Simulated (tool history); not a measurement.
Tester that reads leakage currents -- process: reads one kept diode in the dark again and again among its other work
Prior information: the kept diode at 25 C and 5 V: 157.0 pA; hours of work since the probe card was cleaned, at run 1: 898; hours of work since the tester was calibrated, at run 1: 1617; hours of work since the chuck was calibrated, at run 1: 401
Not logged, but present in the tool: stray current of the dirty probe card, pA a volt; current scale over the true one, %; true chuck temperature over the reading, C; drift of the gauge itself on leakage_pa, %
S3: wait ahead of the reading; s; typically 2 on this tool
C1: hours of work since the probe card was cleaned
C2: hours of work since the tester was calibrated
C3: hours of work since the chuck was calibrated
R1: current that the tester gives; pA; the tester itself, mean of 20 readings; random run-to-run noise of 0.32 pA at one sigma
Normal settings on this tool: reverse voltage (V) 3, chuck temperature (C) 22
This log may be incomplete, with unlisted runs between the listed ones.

Run 1, hour 0: usual settings; C1 898; C2 1617; C3 401. Result: R1 105.93 pA.
Run 2, hour 97.7: usual settings; C1 942; C2 1661; C3 445. Result: R1 105.32 pA.
Run 3, hour 158.3: usual settings; C1 969; C2 1689; C3 472. Result: R1 105.88 pA.
Run 4, hour 216.1: usual settings; C1 995; C2 1715; C3 498. Result: R1 105.74 pA.
Run 5, hour 300.3: usual settings; C1 1033; C2 1753; C3 536. Result: R1 104.22 pA.
Run 6, hour 429.6: usual settings but S3 6.77 s; C1 1092; C2 1811; C3 594. Result: R1 103.44 pA.
Run 7, hour 552.6: usual settings but S3 6.77 s; C1 1147; C2 1866; C3 650. Result: R1 104.15 pA.
Run 8, hour 635.6: usual settings but S3 6.77 s; C1 1184; C2 1904; C3 687. Result: R1 103.88 pA.
Run 9, hour 742.5: usual settings but S3 6.77 s; C1 1232; C2 1952; C3 735. Result: R1 103.74 pA.
Run 10, hour 829.9: usual settings but chuck temperature (C) 44; C1 1272; C2 1991; C3 774. Result: R1 548.71 pA.
Run 11, hour 903.6: usual settings but chuck temperature (C) 44; C1 1305; C2 2024; C3 808. Result: R1 548.51 pA.
Run 12, hour 1007: usual settings but chuck temperature (C) 44; C1 1352; C2 2071; C3 854. Result: R1 546.27 pA.
Run 13, hour 1084.4: usual settings but chuck temperature (C) 44; C1 1386; C2 2106; C3 889. Result: R1 543.92 pA.
At hour 1143.2: probe card cleaned and baked.
Run 14, hour 1211.1: usual settings but chuck temperature (C) 44; C1 31; C2 2161; C3 945. Result: R1 538.21 pA.
Run 15, hour 1271.4: usual settings but chuck temperature (C) 44; C1 58; C2 2189; C3 972. Result: R1 533.23 pA.
Run 16, hour 1328.6: usual settings but reverse voltage (V) 1.12; C1 83; C2 2214; C3 998. Result: R1 69.4 pA.
Run 17, hour 1414.3: usual settings but reverse voltage (V) 12.41; C1 122; C2 2253; C3 1036. Result: R1 153.42 pA.
Run 18, hour 1483: usual settings but reverse voltage (V) 12.41; C1 153; C2 2284; C3 1067. Result: R1 152.73 pA.
Run 19, hour 1591.7: usual settings but reverse voltage (V) 12.41; C1 202; C2 2333; C3 1116. Result: R1 152.94 pA.
Run 20, hour 1672.9: usual settings but reverse voltage (V) 12.41; C1 239; C2 2369; C3 1153. Result: R1 153.76 pA.
At hour 1683.8: chuck's temperature calibrated.
Run 21, hour 1788.4: usual settings but reverse voltage (V) 12.41; C1 290; C2 2420; C3 47. Result: R1 175.32 pA.
Run 22, hour 1891.4: usual settings but S3 3.71 s; C1 336; C2 2467; C3 93. Result: R1 107.64 pA.
Run 23, hour 2019.3: usual settings but S3 1.31 s; C1 394; C2 2525; C3 151. Result: R1 107.98 pA.
Run 24, hour 2126.9: usual settings but reverse voltage (V) 4.41, chuck temperature (C) 38; C1 442; C2 2573; C3 200. Result: R1 425.31 pA.
Run 25, hour 2196.1: usual settings but reverse voltage (V) 2.72, chuck temperature (C) 23, S3 8.4 s; C1 473; C2 2604; C3 231. Result: R1 112.89 pA.
Run 26, hour 2299.9: usual settings but reverse voltage (V) 5.62, chuck temperature (C) 25, S3 0.94 s; C1 520; C2 2651; C3 277. Result: R1 169.19 pA.
Run 27, hour 2412.7: usual settings but reverse voltage (V) 11.83, chuck temperature (C) 26, S3 0.41 s; C1 571; C2 2702; C3 328. Result: R1 244.2 pA.
Run 28, hour 2467.5: usual settings but reverse voltage (V) 11.83, chuck temperature (C) 26, S3 0.41 s; C1 595; C2 2726; C3 353. Result: R1 244.35 pA.
Run 29, hour 2544.4: usual settings but reverse voltage (V) 11.83, chuck temperature (C) 26, S3 0.41 s; C1 630; C2 2761; C3 388. Result: R1 242.24 pA.
Run 30, hour 2609.2: usual settings but reverse voltage (V) 11.83, chuck temperature (C) 26, S3 0.41 s; C1 659; C2 2790; C3 417. Result: R1 244.09 pA.
Run 31, hour 2721.1: usual settings but reverse voltage (V) 18.48, chuck temperature (C) 47, S3 0.33 s; C1 710; C2 2841; C3 467. Result: R1 1297.21 pA.
Run 32, hour 2786.1: usual settings but reverse voltage (V) 18.48, chuck temperature (C) 47, S3 0.33 s; C1 739; C2 2870; C3 496. Result: R1 1302.47 pA.
Run 33, hour 2895.7: usual settings but reverse voltage (V) 2.76, chuck temperature (C) 29, S3 0.9 s; C1 788; C2 2919; C3 546. Result: R1 179.51 pA.
Run 34, hour 2960.3: usual settings but reverse voltage (V) 2.76, chuck temperature (C) 29, S3 0.9 s; C1 817; C2 2948; C3 575. Result: R1 179.16 pA.
Run 35, hour 3035.2: usual settings but reverse voltage (V) 5.1, chuck temperature (C) 21, S3 3.31 s; C1 851; C2 2982; C3 609. Result: R1 116.68 pA.
Run 36, hour 3113.9: usual settings but reverse voltage (V) 1.64, chuck temperature (C) 59, S3 1.74 s; C1 887; C2 3017; C3 644. Result: R1 1319.6 pA.
Run 37, hour 3245: usual settings but reverse voltage (V) 1.64, chuck temperature (C) 59, S3 1.74 s; C1 946; C2 3076; C3 703. Result: R1 1308.59 pA.
Run 38, hour 3312.7: usual settings but reverse voltage (V) 1.64, chuck temperature (C) 59, S3 1.74 s; C1 976; C2 3107; C3 734. Result: R1 1301.74 pA.
Run 39, hour 3380.1: usual settings but reverse voltage (V) 7.67, chuck temperature (C) 29, S3 0.85 s; C1 1006; C2 3137; C3 764. Result: R1 253.56 pA.
Run 40, hour 3499.6: usual settings but reverse voltage (V) 8.89, chuck temperature (C) 54, S3 3.65 s; C1 1060; C2 3191; C3 818. Result: R1 1599.04 pA.

Alternative continuations, all from the tool just after run 40; predict every row:
Run A, hour 3571.6: usual settings but reverse voltage (V) 2.29, chuck temperature (C) 21, S3 0.4 s; C1 1093; C2 3224; C3 850. Result: R1 ?.
Run B, hour 3571.6: usual settings but reverse voltage (V) 14.46, S3 0.53 s; C1 1093; C2 3224; C3 850. Result: R1 ?.
Run C, hour 3571.6: usual settings but reverse voltage (V) 9.87, chuck temperature (C) 25, S3 6.65 s; C1 1093; C2 3224; C3 850. Result: R1 ?.
Run D, hour 3571.6: usual settings but reverse voltage (V) 1.46; C1 1093; C2 3224; C3 850. Result: R1 ?.

run      R1
  A   88.62
  B  196.42
  C  203.18
  D   80.29
The same runs, with their run-to-run variation unchanged, on a tool lacking any hidden condition would have given:
run      R1
  A   89.59
  B  180.38
  C  196.49
  D   82.43
